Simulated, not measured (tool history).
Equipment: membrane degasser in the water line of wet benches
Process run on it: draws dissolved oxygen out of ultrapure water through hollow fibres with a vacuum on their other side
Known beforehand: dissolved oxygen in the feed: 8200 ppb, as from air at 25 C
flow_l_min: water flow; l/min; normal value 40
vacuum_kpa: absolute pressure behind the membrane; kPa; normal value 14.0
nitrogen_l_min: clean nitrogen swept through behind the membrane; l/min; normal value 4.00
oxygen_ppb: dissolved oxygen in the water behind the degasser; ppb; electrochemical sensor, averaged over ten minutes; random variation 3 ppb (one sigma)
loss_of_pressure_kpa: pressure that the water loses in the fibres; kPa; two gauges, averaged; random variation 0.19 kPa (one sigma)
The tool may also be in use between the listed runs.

Run 1, hour 0.0: usual settings. Result: oxygen_ppb 295.4 ppb, loss_of_pressure_kpa 38.53 kPa.
Run 2, hour 82.0: usual settings. Result: oxygen_ppb 296.6 ppb, loss_of_pressure_kpa 38.61 kPa.
Run 3, hour 268.7: usual settings. Result: oxygen_ppb 295.7 ppb, loss_of_pressure_kpa 38.65 kPa.
At hour 336.0: seals of the vacuum lines changed.
Run 4, hour 432.7: usual settings but nitrogen_l_min 2.83 l/min. Result: oxygen_ppb 386.7 ppb, loss_of_pressure_kpa 38.89 kPa.
Run 5, hour 526.5: usual settings but nitrogen_l_min 2.83 l/min. Result: oxygen_ppb 387.8 ppb, loss_of_pressure_kpa 38.83 kPa.
Run 6, hour 724.3: usual settings but nitrogen_l_min 2.83 l/min. Result: oxygen_ppb 387.4 ppb, loss_of_pressure_kpa 38.79 kPa.
Run 7, hour 885.9: usual settings. Result: oxygen_ppb 289.2 ppb, loss_of_pressure_kpa 39.06 kPa.
Run 8, hour 968.2: usual settings but flow_l_min 25 l/min. Result: oxygen_ppb 167.7 ppb, loss_of_pressure_kpa 24.60 kPa.
Run 9, hour 1080.0: usual settings but flow_l_min 43 l/min, nitrogen_l_min 8.82 l/min. Result: oxygen_ppb 188.0 ppb, loss_of_pressure_kpa 42.06 kPa.
Run 10, hour 1273.6: usual settings but vacuum_kpa 14.1 kPa. Result: oxygen_ppb 289.2 ppb, loss_of_pressure_kpa 39.35 kPa.
Run 11, hour 1388.8: usual settings but nitrogen_l_min 7.63 l/min. Result: oxygen_ppb 184.4 ppb, loss_of_pressure_kpa 39.11 kPa.
Run 12, hour 1571.3: usual settings but flow_l_min 27 l/min, vacuum_kpa 14.1 kPa, nitrogen_l_min 7.24 l/min. Result: oxygen_ppb 109.6 ppb, loss_of_pressure_kpa 26.65 kPa.
Run 13, hour 1709.3: usual settings but flow_l_min 31 l/min, vacuum_kpa 8.6 kPa, nitrogen_l_min 1.90 l/min. Result: oxygen_ppb 215.4 ppb, loss_of_pressure_kpa 30.48 kPa.
Run 14, hour 1862.0: usual settings but flow_l_min 31 l/min, vacuum_kpa 8.6 kPa, nitrogen_l_min 1.90 l/min. Result: oxygen_ppb 217.0 ppb, loss_of_pressure_kpa 30.73 kPa.
Run 15, hour 1996.1: usual settings but flow_l_min 27 l/min, nitrogen_l_min 3.16 l/min. Result: oxygen_ppb 227.7 ppb, loss_of_pressure_kpa 26.38 kPa.
Run 16, hour 2100.9: usual settings but vacuum_kpa 19.6 kPa. Result: oxygen_ppb 422.2 ppb, loss_of_pressure_kpa 39.23 kPa.

Below, each run's measurement less what the same run would have read without the hidden state. Both values contain the same run-to-run variation, but the gauge's scatter may not be the same in both:
The hidden state here: membrane still open, %; true pressure behind the membrane over the reading, kPa; air that leaks in behind the membrane, l/min; drift of the gauge itself on oxygen_ppb, %; drift of the gauge itself on loss_of_pressure_kpa, %.
run  loss_of_pressure_kpa
  1                 +0.04
  2                 +0.05
  3                 +0.10
  4                 +0.14
  5                 +0.15
  6                 +0.20
  7                 +0.24
  8                 +0.16
  9                 +0.30
 10                 +0.32
 11                 +0.35
 12                 +0.27
 13                 +0.33
 14                 +0.36
 15                 +0.33
 16                 +0.52
oxygen_ppb without the hidden state stays within 0.4 ppb of what was measured, in all runs.
